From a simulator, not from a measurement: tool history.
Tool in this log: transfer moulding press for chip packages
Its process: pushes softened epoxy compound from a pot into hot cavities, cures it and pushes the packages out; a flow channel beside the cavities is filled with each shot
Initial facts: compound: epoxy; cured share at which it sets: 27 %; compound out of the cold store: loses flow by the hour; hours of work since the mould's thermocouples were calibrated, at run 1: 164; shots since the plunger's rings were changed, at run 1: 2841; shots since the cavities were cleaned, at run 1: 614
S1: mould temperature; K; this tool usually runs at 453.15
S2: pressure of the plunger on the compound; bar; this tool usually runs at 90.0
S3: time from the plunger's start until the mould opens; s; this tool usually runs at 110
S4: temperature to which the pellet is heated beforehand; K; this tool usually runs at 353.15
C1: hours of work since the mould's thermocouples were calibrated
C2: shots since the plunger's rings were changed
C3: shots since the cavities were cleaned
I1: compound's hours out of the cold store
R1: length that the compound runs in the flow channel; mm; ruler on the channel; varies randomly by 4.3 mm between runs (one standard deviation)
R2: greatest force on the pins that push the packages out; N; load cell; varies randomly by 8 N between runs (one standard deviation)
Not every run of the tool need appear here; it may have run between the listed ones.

run 1 hour=0.0 | S1=453.15 S2=90.0 S3=110 S4=353.15 | C1=164 C2=2841 C3=614 | I1=16.2 | R1=535 R2=331
-- hour=3.6 cavities cleaned with cleaning compound and waxed
run 2 hour=30.0 | S1=453.15 S2=90.0 S3=110 S4=353.15 | C1=176 C2=3062 C3=204 | I1=26.8 | R1=512 R2=346
run 3 hour=56.0 | S1=453.15 S2=90.0 S3=110 S4=353.15 | C1=188 C2=3264 C3=406 | I1=12.6 | R1=551 R2=335
-- hour=86.3 cavities cleaned with cleaning compound and waxed
run 4 hour=91.7 | S1=453.15 S2=90.0 S3=110 S4=353.15 | C1=203 C2=3529 C3=42 | I1=12.9 | R1=541 R2=325
-- hour=103.1 plunger's sealing rings changed
run 5 hour=109.3 | S1=455.15 S2=90.0 S3=110 S4=353.15 | C1=210 C2=47 C3=158 | I1=36.9 | R1=481 R2=320
run 6 hour=124.7 | S1=455.15 S2=90.0 S3=110 S4=353.15 | C1=217 C2=167 C3=278 | I1=11.1 | R1=545 R2=330
run 7 hour=148.4 | S1=453.15 S2=90.0 S3=110 S4=356.15 | C1=227 C2=350 C3=461 | I1=16.1 | R1=539 R2=349
run 8 hour=164.3 | S1=453.15 S2=90.0 S3=110 S4=356.15 | C1=235 C2=474 C3=585 | I1=35.6 | R1=489 R2=340
-- hour=171.2 cavities cleaned with cleaning compound and waxed
run 9 hour=180.8 | S1=453.15 S2=90.0 S3=110 S4=356.15 | C1=241 C2=590 C3=75 | I1=45.8 | R1=469 R2=333
run 10 hour=199.9 | S1=453.15 S2=90.0 S3=110 S4=356.15 | C1=250 C2=738 C3=223 | I1=19.2 | R1=531 R2=345
run 11 hour=231.4 | S1=454.15 S2=90.0 S3=110 S4=353.15 | C1=264 C2=983 C3=468 | I1=32.9 | R1=498 R2=333
-- hour=253.8 cavities cleaned with cleaning compound and waxed
run 12 hour=265.4 | S1=454.15 S2=90.0 S3=110 S4=353.15 | C1=278 C2=1234 C3=90 | I1=11.7 | R1=540 R2=338
run 13 hour=293.2 | S1=454.15 S2=90.0 S3=110 S4=353.15 | C1=291 C2=1449 C3=305 | I1=23.3 | R1=518 R2=349
run 14 hour=327.8 | S1=454.15 S2=90.0 S3=110 S4=353.15 | C1=306 C2=1718 C3=574 | I1=24.7 | R1=510 R2=338
-- hour=335.9 cavities cleaned with cleaning compound and waxed
run 15 hour=344.9 | S1=450.15 S2=78.3 S3=112 S4=359.15 | C1=313 C2=1839 C3=70 | I1=47.7 | R1=437 R2=359
run 16 hour=359.4 | S1=459.15 S2=90.0 S3=110 S4=353.15 | C1=320 C2=1951 C3=182 | I1=40.8 | R1=468 R2=303
run 17 hour=390.1 | S1=459.15 S2=90.0 S3=110 S4=345.15 | C1=333 C2=2189 C3=420 | I1=23.8 | R1=506 R2=321
run 18 hour=409.0 | S1=453.15 S2=90.0 S3=117 S4=357.15 | C1=342 C2=2335 C3=566 | I1=11.9 | R1=541 R2=330
-- hour=419.7 cavities cleaned with cleaning compound and waxed
run 19 hour=442.9 | S1=453.15 S2=90.0 S3=135 S4=346.15 | C1=356 C2=2586 C3=180 | I1=43.5 | R1=474 R2=312
run 20 hour=462.0 | S1=453.15 S2=90.0 S3=135 S4=346.15 | C1=365 C2=2735 C3=329 | I1=42.0 | R1=472 R2=313
run 21 hour=483.3 | S1=455.15 S2=90.0 S3=101 S4=346.15 | C1=374 C2=2899 C3=493 | I1=20.7 | R1=520 R2=363
-- hour=503.7 cavities cleaned with cleaning compound and waxed
run 22 hour=516.7 | S1=455.15 S2=90.0 S3=101 S4=346.15 | C1=388 C2=3147 C3=101 | I1=40.7 | R1=472 R2=340
run 23 hour=531.9 | S1=455.15 S2=90.0 S3=101 S4=346.15 | C1=395 C2=3264 C3=218 | I1=8.7 | R1=550 R2=353
run 24 hour=557.3 | S1=455.15 S2=90.0 S3=92 S4=346.15 | C1=407 C2=3462 C3=416 | I1=26.5 | R1=507 R2=389
-- hour=576.4 plunger's sealing rings changed
-- hour=590.5 cavities cleaned with cleaning compound and waxed
run 25 hour=594.1 | S1=448.15 S2=80.8 S3=110 S4=362.15 | C1=421 C2=126 C3=28 | I1=11.4 | R1=521 R2=436
run 26 hour=615.2 | S1=448.15 S2=90.0 S3=112 S4=362.15 | C1=431 C2=289 C3=191 | I1=46.7 | R1=475 R2=398
run 27 hour=647.5 | S1=448.15 S2=84.7 S3=107 S4=362.15 | C1=445 C2=539 C3=441 | I1=26.1 | R1=504 R2=445

5 ways to go on from here, each from the tool as it stands after run 27. What would each give?
run A hour=665.2 | S1=453.15 S2=90.0 S3=110 S4=345.15 | C1=453 C2=676 C3=578 | I1=43.5 | R1=? R2=?
run B hour=665.2 | S1=456.15 S2=95.2 S3=101 S4=353.15 | C1=453 C2=676 C3=578 | I1=9.6 | R1=? R2=?
run C hour=665.2 | S1=453.15 S2=101.7 S3=110 S4=353.15 | C1=453 C2=676 C3=578 | I1=15.0 | R1=? R2=?
run D hour=665.2 | S1=448.15 S2=84.7 S3=115 S4=352.15 | C1=453 C2=676 C3=578 | I1=42.0 | R1=? R2=?
run E hour=665.2 | S1=445.15 S2=90.0 S3=138 S4=353.15 | C1=453 C2=676 C3=578 | I1=32.0 | R1=? R2=?

run=A R1=476 R2=334
run=B R1=558 R2=356
run=C R1=572 R2=350
run=D R1=472 R2=383
run=E R1=513 R2=355
Without the tool's unlogged condition, the same runs would have read:
run=A R1=476 R2=330
run=B R1=558 R2=352
run=C R1=572 R2=347
run=D R1=472 R2=379
run=E R1=513 R2=351
